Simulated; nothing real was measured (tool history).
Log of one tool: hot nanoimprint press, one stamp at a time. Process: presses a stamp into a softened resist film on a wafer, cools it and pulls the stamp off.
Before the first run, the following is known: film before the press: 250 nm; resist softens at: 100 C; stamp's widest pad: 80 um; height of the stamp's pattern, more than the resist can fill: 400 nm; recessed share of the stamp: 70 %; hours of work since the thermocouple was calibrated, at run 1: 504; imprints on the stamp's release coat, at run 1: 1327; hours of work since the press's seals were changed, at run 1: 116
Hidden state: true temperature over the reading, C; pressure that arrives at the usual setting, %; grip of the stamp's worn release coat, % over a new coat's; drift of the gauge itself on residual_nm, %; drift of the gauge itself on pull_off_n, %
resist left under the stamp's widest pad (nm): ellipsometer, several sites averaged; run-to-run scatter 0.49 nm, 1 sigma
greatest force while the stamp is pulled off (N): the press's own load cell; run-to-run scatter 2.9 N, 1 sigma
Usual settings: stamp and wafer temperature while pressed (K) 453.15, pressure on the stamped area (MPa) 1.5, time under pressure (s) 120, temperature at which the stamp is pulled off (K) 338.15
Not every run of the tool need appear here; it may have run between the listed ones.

| run | hour | stamp and wafer temperature while pressed (K) | pressure on the stamped area (MPa) | time under pressure (s) | temperature at which the stamp is pulled off (K) | hours of work since the thermocouple was calibrated | imprints on the stamp's release coat | hours of work since the press's seals were changed | resist left under the stamp's widest pad (nm) | greatest force while the stamp is pulled off (N) |
|---|---|---|---|---|---|---|---|---|---|---|
| 1 | 0 | 453.15 | 1.5 | 120 | 338.15 | 504 | 1327 | 116 | 117.4 | 213 |
| 2 | 6.9 | 453.15 | 1.5 | 120 | 338.15 | 507 | 1336 | 118 | 118 | 221 |
| 3 | 11.9 | 453.15 | 1.5 | 120 | 338.15 | 509 | 1343 | 120 | 117.5 | 221 |
| 4 | 19.1 | 453.15 | 1.5 | 120 | 338.15 | 511 | 1352 | 123 | 117.5 | 215 |
|  | 27.7 | plate thermocouple calibrated |
| 5 | 31.5 | 453.15 | 1.5 | 120 | 338.15 | 2 | 1365 | 127 | 122.1 | 226 |
| 6 | 39.1 | 453.15 | 1.5 | 70 | 338.15 | 5 | 1375 | 130 | 145.6 | 214 |
| 7 | 45 | 453.15 | 1.5 | 70 | 338.15 | 7 | 1383 | 132 | 145.6 | 218 |
| 8 | 49.7 | 453.15 | 1.5 | 70 | 338.15 | 9 | 1389 | 134 | 145.1 | 217 |
| 9 | 54.8 | 453.15 | 1.5 | 120 | 338.15 | 11 | 1396 | 136 | 121.5 | 216 |
| 10 | 61 | 453.15 | 1.5 | 140 | 338.15 | 13 | 1405 | 139 | 116 | 228 |
|  | 68.6 | plate thermocouple calibrated, once more |
| 11 | 70.6 | 444.15 | 1.5 | 120 | 338.15 | 1 | 1414 | 142 | 165 | 211 |
| 12 | 77.6 | 453.15 | 1.5 | 177 | 338.15 | 4 | 1423 | 144 | 96.7 | 224 |
| 13 | 83.2 | 453.15 | 1.5 | 120 | 338.15 | 6 | 1430 | 147 | 112.3 | 217 |
| 14 | 92.6 | 453.15 | 1.5 | 120 | 338.15 | 10 | 1443 | 150 | 111.8 | 226 |
| 15 | 100.3 | 453.15 | 1.5 | 120 | 338.15 | 13 | 1453 | 154 | 112.5 | 227 |
| 16 | 109.6 | 453.15 | 1.5 | 66 | 331.15 | 17 | 1466 | 157 | 138 | 234 |
| 17 | 118.7 | 453.15 | 1.5 | 75 | 337.15 | 20 | 1478 | 161 | 132.7 | 232 |
| 18 | 126 | 453.15 | 2.05 | 139 | 338.15 | 23 | 1488 | 164 | 91.3 | 229 |
| 19 | 134.6 | 464.15 | 1.93 | 139 | 338.15 | 27 | 1499 | 167 | 56.2 | 227 |
| 20 | 139.9 | 449.15 | 2.02 | 133 | 338.15 | 29 | 1507 | 169 | 114.7 | 227 |
| 21 | 148.4 | 449.15 | 2.02 | 85 | 344.15 | 32 | 1518 | 173 | 134.7 | 202 |
| 22 | 154.5 | 451.15 | 1.91 | 85 | 326.15 | 35 | 1526 | 175 | 126.2 | 260 |
| 23 | 164.8 | 461.15 | 1.12 | 85 | 333.15 | 39 | 1540 | 180 | 102.9 | 243 |
| 24 | 173 | 453.15 | 1.21 | 120 | 338.15 | 42 | 1551 | 183 | 123.5 | 229 |
| 25 | 178.7 | 447.15 | 1.04 | 120 | 325.15 | 44 | 1559 | 185 | 168 | 281 |
| 26 | 184.3 | 463.15 | 0.9 | 120 | 338.15 | 47 | 1566 | 187 | 91.6 | 231 |
| 27 | 193.8 | 453.15 | 1.5 | 95 | 345.15 | 50 | 1579 | 191 | 123.1 | 207 |
| 28 | 199.8 | 455.15 | 1.5 | 231 | 329.15 | 53 | 1587 | 194 | 78.7 | 267 |
| 29 | 209.9 | 455.15 | 1.5 | 231 | 329.15 | 57 | 1601 | 198 | 79.4 | 260 |
| 30 | 215.2 | 463.15 | 2.38 | 231 | 329.15 | 59 | 1608 | 200 | 42.3 | 258 |

Alternative continuations, all from the tool just after run 30; predict every row:
| A | 221 | 463.15 | 2.38 | 133 | 329.15 | 61 | 1615 | 202 | ? | ? |
| B | 221 | 455.15 | 1.5 | 63 | 338.15 | 61 | 1615 | 202 | ? | ? |
| C | 221 | 442.15 | 1.5 | 202 | 343.15 | 61 | 1615 | 202 | ? | ? |

| run | resist left under the stamp's widest pad (nm) | greatest force while the stamp is pulled off (N) |
|---|---|---|
| A | 53.9 | 261 |
| B | 130.1 | 236 |
| C | 156.2 | 212 |
The same runs, with their run-to-run variation unchanged, on a tool lacking any hidden condition would have given:
| run | resist left under the stamp's widest pad (nm) | greatest force while the stamp is pulled off (N) |
|---|---|---|
| A | 51.9 | 150 |
| B | 126.6 | 134 |
| C | 152.2 | 122 |

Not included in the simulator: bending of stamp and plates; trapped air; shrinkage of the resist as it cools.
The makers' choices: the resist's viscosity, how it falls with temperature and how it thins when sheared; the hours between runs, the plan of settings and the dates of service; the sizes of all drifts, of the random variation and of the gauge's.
